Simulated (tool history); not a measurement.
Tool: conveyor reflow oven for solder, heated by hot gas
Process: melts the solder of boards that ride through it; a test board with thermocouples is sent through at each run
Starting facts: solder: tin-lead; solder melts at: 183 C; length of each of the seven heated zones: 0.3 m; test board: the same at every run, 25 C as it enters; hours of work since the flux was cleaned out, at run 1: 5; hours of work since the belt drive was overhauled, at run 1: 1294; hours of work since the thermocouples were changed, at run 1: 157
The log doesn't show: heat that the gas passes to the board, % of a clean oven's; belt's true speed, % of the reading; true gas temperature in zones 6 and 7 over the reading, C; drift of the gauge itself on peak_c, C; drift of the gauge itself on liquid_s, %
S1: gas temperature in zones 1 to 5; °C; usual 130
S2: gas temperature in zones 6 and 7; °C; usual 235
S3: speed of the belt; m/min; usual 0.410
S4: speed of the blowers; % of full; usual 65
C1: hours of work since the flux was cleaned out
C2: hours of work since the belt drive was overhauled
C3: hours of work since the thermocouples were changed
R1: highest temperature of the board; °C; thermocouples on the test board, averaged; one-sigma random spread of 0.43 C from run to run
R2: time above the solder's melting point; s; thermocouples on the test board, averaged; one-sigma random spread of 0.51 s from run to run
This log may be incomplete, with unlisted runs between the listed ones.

run,hour,S1,S2,S3,S4,C1,C2,C3,R1,R2
1,0.0,130,235,0.410,65,5,1294,157,212.8,60.3
2,61.1,130,235,0.410,78,37,1326,188,217.5,65.4
3,138.2,130,235,0.410,78,76,1366,228,217.0,65.7
4,224.2,130,235,0.410,65,121,1410,272,211.8,58.2
# hour 291.6: flux residue cleaned out of gas plates and filters
5,307.0,130,235,0.410,65,8,1450,313,212.5,61.2
6,375.8,130,235,0.410,65,43,1486,348,211.9,60.4
# hour 440.0: belt drive overhauled, speed set with a stopwatch
7,459.0,130,235,0.410,65,84,10,389,209.7,55.5
8,496.8,130,235,0.410,65,104,29,408,209.4,53.8
9,578.9,130,235,0.410,65,146,72,451,210.0,54.2
# hour 599.0: flux residue cleaned out of gas plates and filters
10,671.3,130,235,0.410,65,37,117,496,210.4,55.4
11,755.9,130,235,0.410,52,81,160,539,203.4,44.9
12,811.3,130,235,0.410,65,109,189,568,210.2,54.0
13,888.0,130,235,0.410,65,149,228,608,209.3,53.6
# hour 901.5: flux residue cleaned out of gas plates and filters
14,954.5,130,235,0.410,65,27,260,639,210.9,55.8
15,995.8,130,235,0.410,54,49,281,661,205.6,46.9
16,1036.5,130,235,0.412,56,70,302,681,206.0,47.7
17,1101.0,122,226,0.407,58,103,336,715,198.9,34.9
18,1174.9,122,226,0.407,58,141,374,753,198.0,34.1
# hour 1206.1: flux residue cleaned out of gas plates and filters
19,1262.6,130,235,0.410,53,29,416,796,204.4,46.8
20,1305.5,130,235,0.410,53,51,439,818,204.4,45.6
21,1357.8,127,250,0.396,82,78,466,845,230.4,74.8
22,1400.5,122,235,0.445,65,100,488,867,204.3,41.6

Run 23 has not been measured yet. What should we expect?
# hour 1410.3: thermocouples of zones 6 and 7 changed
23,1476.5,122,235,0.445,65,138,526,34,?,?

{"run 23": {"R1": 205.8, "R2": 43.0}}
Take away the tool's hidden state, keep the run-to-run variation as it was, and the same run would have given R1 206.9 °C, R2 43.8 s.
